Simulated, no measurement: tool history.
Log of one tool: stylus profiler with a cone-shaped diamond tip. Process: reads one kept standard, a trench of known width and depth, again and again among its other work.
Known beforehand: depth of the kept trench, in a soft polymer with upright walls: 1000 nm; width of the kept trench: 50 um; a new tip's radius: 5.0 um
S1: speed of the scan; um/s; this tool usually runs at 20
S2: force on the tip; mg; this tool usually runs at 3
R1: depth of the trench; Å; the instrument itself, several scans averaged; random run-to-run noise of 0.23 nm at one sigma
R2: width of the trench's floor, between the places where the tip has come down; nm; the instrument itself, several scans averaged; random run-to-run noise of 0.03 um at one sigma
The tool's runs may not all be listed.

run,hour,S1,S2,R1,R2
1,0,20,3,10103.8,42140
2,11.4,20,3,10107.4,42080
3,26.3,20,3,10099.5,42050
4,40.3,20,3,10101.2,42020
5,60.4,20,3,10104.6,41990
6,73.9,16,3,10100.2,41930
7,84.6,20,6.56,10177.6,41860
8,95.2,20,3,10103.8,41820
9,106.1,46,3,10103,41710
10,125.4,20,3,10098.7,41710
11,146.9,39,3,10095.5,41670
12,160.5,39,3,10097.2,41610
13,177.7,39,3,10099,41530
14,194.2,39,3,10102.2,41500
15,219.4,39,3,10097,41390
16,233.5,20,6.92,10185,41410
17,255.6,20,6.92,10181.9,41390
18,277.5,20,3,10096.5,41360
19,297.3,20,3,10095.7,41310
20,315.5,20,3,10096.2,41250
21,327.2,16,3,10094.2,41200
22,344.9,16,3,10092.6,41140
# hour 347: height scale calibrated on a step standard
23,367.5,16,3,10090.6,41130
24,385.2,24,3,10092.2,40950
25,408.2,41,1.5,10050.3,40850
26,428.2,41,1.5,10048.1,40770
# hour 440.9: height scale calibrated on a step standard, once more
27,450.9,17,1.2,10059.9,40900
28,464.3,17,1.2,10062.8,40770
29,476.9,10,1.27,10060.5,40790
30,489.3,10,1.27,10058.3,40720
31,508.2,6,3.79,10129,40780
32,528.5,9,4.24,10138.8,40670
33,552,33,6.62,10186.5,40510
34,569.3,33,6.62,10184.9,40480
35,594.9,33,6.62,10185.9,40490
36,607.1,21,1.66,10070.2,40390
37,623.9,6,2.19,10080.4,40460
38,637.6,5,2.86,10101.8,40440
39,663,20,4.58,10142.5,40270
40,677.5,25,1.9,10074.8,40170
41,691.5,14,4.93,10145.7,40260
42,716.9,20,8.76,10221.6,40170
43,728.9,20,8.76,10222.9,40160
44,750.3,8,2.46,10085.7,40120
45,769.7,10,1.85,10070.8,40080
46,787.6,11,3,10103.2,39990

Branching from run 46: 4 alternative next runs. What would each branch give?
A,798.2,7,3.35,?,?
B,798.2,20,2.58,?,?
C,798.2,10,3.43,?,?
D,798.2,60,8.26,?,?

run,R1,R2
A,10113.1,39960
B,10091.2,39950
C,10113.8,40000
D,10211,39910
Stripped of hidden state, with their random variation kept, the same runs would have yielded:
run,R1,R2
A,10123.8,43930
B,10101.9,43910
C,10124.5,43960
D,10221.8,43880
